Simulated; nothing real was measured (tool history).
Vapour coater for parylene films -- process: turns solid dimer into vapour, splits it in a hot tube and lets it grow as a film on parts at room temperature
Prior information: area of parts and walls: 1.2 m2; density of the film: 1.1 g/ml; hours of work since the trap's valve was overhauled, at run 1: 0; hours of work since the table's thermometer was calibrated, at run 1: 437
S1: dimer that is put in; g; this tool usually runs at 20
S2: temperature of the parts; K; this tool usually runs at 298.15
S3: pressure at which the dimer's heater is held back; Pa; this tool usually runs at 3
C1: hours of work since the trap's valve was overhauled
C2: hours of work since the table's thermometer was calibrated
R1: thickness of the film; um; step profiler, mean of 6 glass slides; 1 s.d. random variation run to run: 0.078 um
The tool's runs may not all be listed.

Run 1, hour 0: usual settings; C1 0; C2 437. Result: R1 10.98 um.
Run 2, hour 73.3: usual settings; C1 51; C2 488. Result: R1 10.89 um.
Run 3, hour 133.8: usual settings but S2 306.15 K; C1 93; C2 530. Result: R1 8.96 um.
Run 4, hour 205.9: usual settings but S1 30 g, S2 306.15 K; C1 143; C2 580. Result: R1 13.38 um.
Run 5, hour 253.4: usual settings but S1 34 g, S2 306.15 K; C1 176; C2 612. Result: R1 15.23 um.
Run 6, hour 296: usual settings but S1 34 g, S2 306.15 K; C1 205; C2 642. Result: R1 14.95 um.
Run 7, hour 379.3: usual settings; C1 263; C2 700. Result: R1 10.21 um.
Run 8, hour 440.2: usual settings but S2 306.15 K; C1 305; C2 742. Result: R1 8.53 um.
Run 9, hour 504.9: usual settings but S2 306.15 K; C1 350; C2 787. Result: R1 8.48 um.
At hour 576.1: table's thermometer calibrated.
At hour 582.6: trap's valve overhauled.
Run 10, hour 582.6: usual settings but S2 306.15 K; C1 0; C2 2. Result: R1 9.15 um.
Run 11, hour 631.7: usual settings but S1 9 g, S2 306.15 K; C1 34; C2 36. Result: R1 4.15 um.
Run 12, hour 696: usual settings but S3 4.01 Pa; C1 79; C2 80. Result: R1 10.35 um.
Run 13, hour 738.6: usual settings but S3 4.01 Pa; C1 108; C2 110. Result: R1 10.2 um.
Run 14, hour 779.3: usual settings; C1 136; C2 138. Result: R1 10.39 um.
Run 15, hour 836.9: usual settings; C1 176; C2 178. Result: R1 10.35 um.
Run 16, hour 915.4: usual settings; C1 231; C2 232. Result: R1 10.18 um.
Run 17, hour 993.8: usual settings; C1 285; C2 287. Result: R1 10.09 um.
Run 18, hour 1049.1: usual settings; C1 323; C2 325. Result: R1 9.95 um.
Run 19, hour 1131.3: usual settings; C1 380; C2 382. Result: R1 9.65 um.
At hour 1168.2: trap's valve overhauled.
Run 20, hour 1178.1: usual settings; C1 7; C2 412. Result: R1 10.97 um.
Run 21, hour 1257.4: usual settings; C1 62; C2 467. Result: R1 10.64 um.
Run 22, hour 1333: usual settings; C1 114; C2 519. Result: R1 10.62 um.
Run 23, hour 1399.1: usual settings; C1 160; C2 565. Result: R1 10.17 um.
Run 24, hour 1475.8: usual settings but S1 34 g, S3 8.48 Pa; C1 213; C2 618. Result: R1 16.56 um.
Run 25, hour 1511.2: usual settings but S3 4.34 Pa; C1 238; C2 643. Result: R1 10.03 um.
Run 26, hour 1555.2: usual settings but S1 12 g, S2 310.15 K, S3 7.7 Pa; C1 268; C2 673. Result: R1 4.51 um.
Run 27, hour 1637.2: usual settings but S1 8 g, S2 302.15 K, S3 7.7 Pa; C1 325; C2 730. Result: R1 3.53 um.
Run 28, hour 1679.2: usual settings but S1 8 g, S2 302.15 K, S3 7.7 Pa; C1 354; C2 759. Result: R1 3.46 um.
Run 29, hour 1717.3: usual settings but S1 10 g, S2 295.15 K, S3 8.66 Pa; C1 381; C2 785. Result: R1 4.93 um.
At hour 1753.7: trap's valve overhauled.
Run 30, hour 1775.5: usual settings but S1 10 g, S2 295.15 K, S3 8.66 Pa; C1 15; C2 823. Result: R1 5.52 um.
At hour 1794.4: table's thermometer calibrated.
Run 31, hour 1829.6: usual settings but S1 34 g, S2 295.15 K, S3 3.71 Pa; C1 52; C2 24. Result: R1 19.23 um.
Run 32, hour 1901.6: usual settings but S1 34 g, S2 295.15 K, S3 3.71 Pa; C1 102; C2 74. Result: R1 18.7 um.
Run 33, hour 1986.7: usual settings but S1 34 g, S2 295.15 K, S3 3.71 Pa; C1 161; C2 133. Result: R1 18.42 um.
Run 34, hour 2057.6: usual settings but S1 9 g, S2 307.15 K, S3 2.04 Pa; C1 210; C2 182. Result: R1 3.87 um.
Run 35, hour 2105.8: usual settings but S1 24 g, S2 304.15 K, S3 5.08 Pa; C1 243; C2 216. Result: R1 10.51 um.
Run 36, hour 2151.8: usual settings but S1 19 g, S2 302.15 K, S3 7.22 Pa; C1 275; C2 248. Result: R1 8.38 um.
Run 37, hour 2237: usual settings but S3 3.56 Pa; C1 334; C2 307. Result: R1 9.78 um.
Run 38, hour 2273.2: usual settings but S1 15 g, S2 293.15 K, S3 7.79 Pa; C1 359; C2 332. Result: R1 7.69 um.
Run 39, hour 2313: usual settings but S1 15 g, S2 293.15 K, S3 7.79 Pa; C1 387; C2 359. Result: R1 7.64 um.
At hour 2341.8: trap's valve overhauled.
Run 40, hour 2370.4: usual settings but S1 32 g, S2 293.15 K, S3 2.24 Pa; C1 20; C2 396. Result: R1 19.52 um.
Run 41, hour 2407.4: usual settings but S1 32 g, S2 293.15 K, S3 2.24 Pa; C1 45; C2 422. Result: R1 19.47 um.
Run 42, hour 2462.4: usual settings but S1 32 g, S2 293.15 K, S3 2.24 Pa; C1 84; C2 460. Result: R1 19.46 um.
Run 43, hour 2533.5: usual settings but S1 18 g, S2 293.15 K, S3 6.1 Pa; C1 133; C2 510. Result: R1 10.19 um.
Run 44, hour 2610.3: usual settings but S1 18 g, S2 293.15 K, S3 6.1 Pa; C1 186; C2 563. Result: R1 9.97 um.
Run 45, hour 2664: usual settings but S1 21 g; C1 223; C2 600. Result: R1 10.77 um.
Run 46, hour 2729.8: usual settings but S1 28 g, S3 5.63 Pa; C1 269; C2 646. Result: R1 13.74 um.

Alternative continuations, all from the tool just after run 46; predict every row:
Run A, hour 2773.7: usual settings but S3 9.21 Pa; C1 299; C2 676. Result: R1 ?.
Run B, hour 2773.7: usual settings but S3 10.1 Pa; C1 299; C2 676. Result: R1 ?.
Run C, hour 2773.7: usual settings but S1 28 g, S2 291.15 K, S3 5.63 Pa; C1 299; C2 676. Result: R1 ?.
Run D, hour 2773.7: usual settings but S1 16 g, S2 301.15 K, S3 3.18 Pa; C1 299; C2 676. Result: R1 ?.

run     R1
  A   9.54
  B   9.52
  C  15.82
  D   7.59
Without the tool's hidden state the same runs would have given:
run     R1
  A  10.17
  B  10.15
  C  16.85
  D   8.09

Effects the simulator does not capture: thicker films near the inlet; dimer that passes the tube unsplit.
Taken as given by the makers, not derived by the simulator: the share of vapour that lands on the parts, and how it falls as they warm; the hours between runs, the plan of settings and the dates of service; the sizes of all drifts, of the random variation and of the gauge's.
